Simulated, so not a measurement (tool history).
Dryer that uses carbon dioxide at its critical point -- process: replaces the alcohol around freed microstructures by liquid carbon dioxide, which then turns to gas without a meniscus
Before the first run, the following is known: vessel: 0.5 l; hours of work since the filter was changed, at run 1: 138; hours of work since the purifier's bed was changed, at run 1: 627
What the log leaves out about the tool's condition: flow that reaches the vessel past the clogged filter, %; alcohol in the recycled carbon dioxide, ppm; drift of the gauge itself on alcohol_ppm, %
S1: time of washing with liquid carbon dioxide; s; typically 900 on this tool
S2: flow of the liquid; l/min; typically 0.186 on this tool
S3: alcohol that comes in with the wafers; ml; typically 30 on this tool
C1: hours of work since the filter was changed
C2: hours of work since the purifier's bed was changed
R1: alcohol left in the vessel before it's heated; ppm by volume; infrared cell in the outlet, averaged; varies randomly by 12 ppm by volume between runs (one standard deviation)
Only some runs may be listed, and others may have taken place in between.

run	hour	S1	S2	S3	C1	C2	R1
1	0	900	0.186	30	138	627	901
2	28	900	0.186	30	153	642	915
3	62.4	1200	0.186	30	172	660	295
4	77.5	1140	0.186	30	180	668	371
5	99.4	1140	0.186	30	191	680	367
6	127.6	1140	0.186	30	206	695	380
7	144	900	0.186	30	215	704	943
8	167.6	900	0.186	30	228	716	917
9	191.9	900	0.186	30	241	729	954
10	222.2	900	0.186	30	257	745	998
11	249.4	900	0.186	28	271	760	908
12	278.8	900	0.186	28	287	775	940
13	313.4	900	0.186	28	305	794	946
14	341.9	900	0.186	47	321	809	1481
15	366.3	900	0.186	47	334	822	1478
16	384.9	900	0.186	47	343	832	1516
17	419.2	900	0.162	30	362	850	1761
18	433.5	900	0.162	30	369	858	1751
19	461	1320	0.186	30	384	873	274
20	485.6	600	0.186	30	397	886	3954
21	504.4	600	0.186	30	407	896	3895
22	521.3	600	0.186	30	416	905	3964
23	552.7	600	0.186	30	433	921	3845
24	568.1	1440	0.186	30	441	930	220
25	594.6	1440	0.186	30	455	944	221
# hour 619.4: inlet filter changed
26	621.6	660	0.217	30	1	958	1478
27	648.3	660	0.217	30	15	972	1480
28	681.2	660	0.217	73	33	989	3455
29	703.3	900	0.116	24	45	1001	3616
30	733.1	900	0.116	24	61	1017	3536
31	764.6	900	0.116	73	77	1034	10605
32	791.2	660	0.252	80	91	1048	2068
33	822.8	900	0.128	41	108	1065	4651
34	851.1	960	0.177	24	123	1080	757
35	881.4	1140	0.177	106	140	1096	1319
36	901.4	1080	0.177	106	150	1107	1700
37	928.9	1080	0.177	106	165	1121	1718
38	964.2	1080	0.177	106	184	1140	1772
39	995.6	1080	0.177	106	200	1157	1773
40	1017.4	1140	0.154	51	212	1168	1358
41	1050.5	1140	0.154	51	230	1186	1413
42	1083.6	1260	0.121	42	247	1204	2179
43	1099.4	1260	0.121	42	256	1212	2200
44	1130.4	600	0.186	30	272	1229	3725
45	1155	1380	0.209	20	285	1242	217
46	1175.1	780	0.137	79	296	1252	11165
47	1200.8	780	0.137	79	310	1266	11255
48	1235.6	1080	0.133	34	328	1285	2176

Hidden state or all else? Some run-to-run changes of R1, split into what the settings, what came in and random variation would give without the hidden state, and what is left for the hidden state (with any gauge scatter that isn't in both results):
Run 23 -> 24: S1 600 -> 1440. R1 -3625 ppm by volume: hidden state -561, all else -3064.
Run 31 -> 32: S1 900 -> 660, S2 0.116 -> 0.252, S3 73 -> 80. R1 -8537 ppm by volume: hidden state -203, all else -8334.
Run 45 -> 46: S1 1380 -> 780, S2 0.209 -> 0.137, S3 20 -> 79. R1 +10948 ppm by volume: hidden state +1112, all else +9836.
Run 47 -> 48: S1 780 -> 1080, S2 0.137 -> 0.133, S3 79 -> 34. R1 -9079 ppm by volume: hidden state -885, all else -8194.
